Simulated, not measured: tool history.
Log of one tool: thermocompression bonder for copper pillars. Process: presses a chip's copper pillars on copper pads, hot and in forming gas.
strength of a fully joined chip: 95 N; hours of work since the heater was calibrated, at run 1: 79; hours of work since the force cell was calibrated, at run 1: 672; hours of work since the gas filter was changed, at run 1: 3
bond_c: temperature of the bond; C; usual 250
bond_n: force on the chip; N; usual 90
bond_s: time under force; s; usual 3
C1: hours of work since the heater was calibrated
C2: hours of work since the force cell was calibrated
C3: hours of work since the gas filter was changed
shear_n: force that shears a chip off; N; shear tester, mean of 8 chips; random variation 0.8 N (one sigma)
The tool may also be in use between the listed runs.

Run 1, hour 0.0: usual settings; C1 79; C2 672; C3 3. Result: shear_n 59.7 N.
Run 2, hour 32.1: usual settings; C1 97; C2 689; C3 21. Result: shear_n 60.4 N.
Run 3, hour 56.8: usual settings; C1 110; C2 703; C3 34. Result: shear_n 59.9 N.
Run 4, hour 96.2: usual settings but bond_n 68 N; C1 132; C2 724; C3 56. Result: shear_n 52.2 N.
Run 5, hour 130.8: usual settings; C1 151; C2 743; C3 75. Result: shear_n 56.9 N.
Run 6, hour 180.0: usual settings; C1 178; C2 770; C3 102. Result: shear_n 55.8 N.
Run 7, hour 230.6: usual settings but bond_c 273 C; C1 205; C2 798; C3 129. Result: shear_n 69.1 N.
Run 8, hour 257.9: usual settings but bond_c 273 C; C1 220; C2 813; C3 144. Result: shear_n 68.1 N.
At hour 272.8: forming gas filter changed.
Run 9, hour 304.9: usual settings; C1 246; C2 838; C3 18. Result: shear_n 59.2 N.
Run 10, hour 363.7: usual settings but bond_c 265 C; C1 278; C2 870; C3 50. Result: shear_n 65.4 N.
Run 11, hour 393.6: usual settings; C1 294; C2 887; C3 66. Result: shear_n 56.2 N.
Run 12, hour 438.4: usual settings; C1 319; C2 911; C3 91. Result: shear_n 56.3 N.
Run 13, hour 483.2: usual settings but bond_n 73 N; C1 343; C2 936; C3 115. Result: shear_n 50.5 N.
Run 14, hour 538.5: usual settings but bond_n 73 N; C1 374; C2 966; C3 145. Result: shear_n 49.3 N.
At hour 551.5: forming gas filter changed.
Run 15, hour 583.7: usual settings but bond_n 73 N; C1 398; C2 991; C3 18. Result: shear_n 52.1 N.
At hour 589.5: force cell calibrated.
Run 16, hour 614.4: usual settings; C1 414; C2 14; C3 34. Result: shear_n 54.8 N.
Run 17, hour 666.8: usual settings but bond_n 56 N; C1 443; C2 42; C3 62. Result: shear_n 44.9 N.
Run 18, hour 702.7: usual settings but bond_n 56 N; C1 462; C2 62; C3 82. Result: shear_n 45.5 N.
Run 19, hour 742.7: usual settings; C1 484; C2 84; C3 104. Result: shear_n 53.4 N.
At hour 758.8: force cell calibrated, once more.
Run 20, hour 773.3: usual settings but bond_s 4 s; C1 500; C2 8; C3 120. Result: shear_n 61.7 N.
Run 21, hour 804.4: usual settings but bond_s 4 s; C1 517; C2 25; C3 137. Result: shear_n 59.5 N.
At hour 833.4: forming gas filter changed.
Run 22, hour 861.4: usual settings but bond_c 274 C, bond_s 2 s; C1 548; C2 56; C3 15. Result: shear_n 65.7 N.
Run 23, hour 907.1: usual settings but bond_n 71 N, bond_s 2 s; C1 573; C2 81; C3 40. Result: shear_n 45.1 N.
Run 24, hour 964.1: usual settings but bond_n 71 N, bond_s 2 s; C1 604; C2 112; C3 72. Result: shear_n 45.2 N.
Run 25, hour 1009.1: usual settings but bond_c 222 C, bond_n 68 N, bond_s 2 s; C1 629; C2 137; C3 96. Result: shear_n 27.3 N.
Run 26, hour 1064.5: usual settings but bond_c 267 C, bond_s 6 s; C1 659; C2 167; C3 127. Result: shear_n 74.2 N.
At hour 1113.9: forming gas filter changed.
Run 27, hour 1117.9: usual settings but bond_c 247 C; C1 688; C2 196; C3 2. Result: shear_n 54.6 N.
Run 28, hour 1178.4: usual settings but bond_c 247 C, bond_n 116 N; C1 721; C2 229; C3 35. Result: shear_n 61.3 N.
Run 29, hour 1233.8: usual settings but bond_n 80 N, bond_s 4 s; C1 752; C2 260; C3 66. Result: shear_n 58.1 N.
Run 30, hour 1278.3: usual settings but bond_c 245 C, bond_n 85 N, bond_s 4 s; C1 776; C2 284; C3 90. Result: shear_n 55.9 N.
Run 31, hour 1321.9: usual settings but bond_c 247 C, bond_s 2 s; C1 800; C2 308; C3 114. Result: shear_n 46.1 N.
Run 32, hour 1364.1: usual settings but bond_c 265 C, bond_n 128 N, bond_s 6 s; C1 823; C2 331; C3 137. Result: shear_n 78.9 N.
At hour 1396.9: forming gas filter changed.
At hour 1404.5: heater calibrated with a thermocouple chip.
Run 33, hour 1422.6: usual settings but bond_c 265 C, bond_n 128 N, bond_s 6 s; C1 10; C2 362; C3 13. Result: shear_n 84.3 N.
Run 34, hour 1477.8: usual settings but bond_c 258 C; C1 40; C2 392; C3 43. Result: shear_n 64.4 N.
Run 35, hour 1530.1: usual settings but bond_c 258 C; C1 69; C2 420; C3 72. Result: shear_n 63.4 N.
Run 36, hour 1581.3: usual settings but bond_n 73 N, bond_s 7 s; C1 97; C2 448; C3 100. Result: shear_n 68.6 N.
Run 37, hour 1632.9: usual settings but bond_c 268 C, bond_n 73 N, bond_s 7 s; C1 125; C2 477; C3 128. Result: shear_n 75.1 N.
Run 38, hour 1669.9: usual settings but bond_c 268 C, bond_n 73 N, bond_s 4 s; C1 145; C2 497; C3 148. Result: shear_n 67.6 N.
At hour 1678.2: forming gas filter changed.
Run 39, hour 1730.5: usual settings but bond_c 272 C, bond_n 68 N, bond_s 4 s; C1 178; C2 530; C3 29. Result: shear_n 71.6 N.

Forecast each of these 3 alternatives for the next run:
Run A, hour 1768.6: usual settings but bond_c 257 C, bond_n 77 N; C1 199; C2 551; C3 50. Result: shear_n ?.
Run B, hour 1768.6: usual settings but bond_s 2 s; C1 199; C2 551; C3 50. Result: shear_n ?.
Run C, hour 1768.6: usual settings but bond_c 221 C, bond_n 110 N, bond_s 7 s; C1 199; C2 551; C3 50. Result: shear_n ?.

run  shear_n
  A     61.1
  B     52.3
  C     55.1
Without the tool's hidden state the same runs would have given:
run  shear_n
  A     65.4
  B     56.3
  C     59.4

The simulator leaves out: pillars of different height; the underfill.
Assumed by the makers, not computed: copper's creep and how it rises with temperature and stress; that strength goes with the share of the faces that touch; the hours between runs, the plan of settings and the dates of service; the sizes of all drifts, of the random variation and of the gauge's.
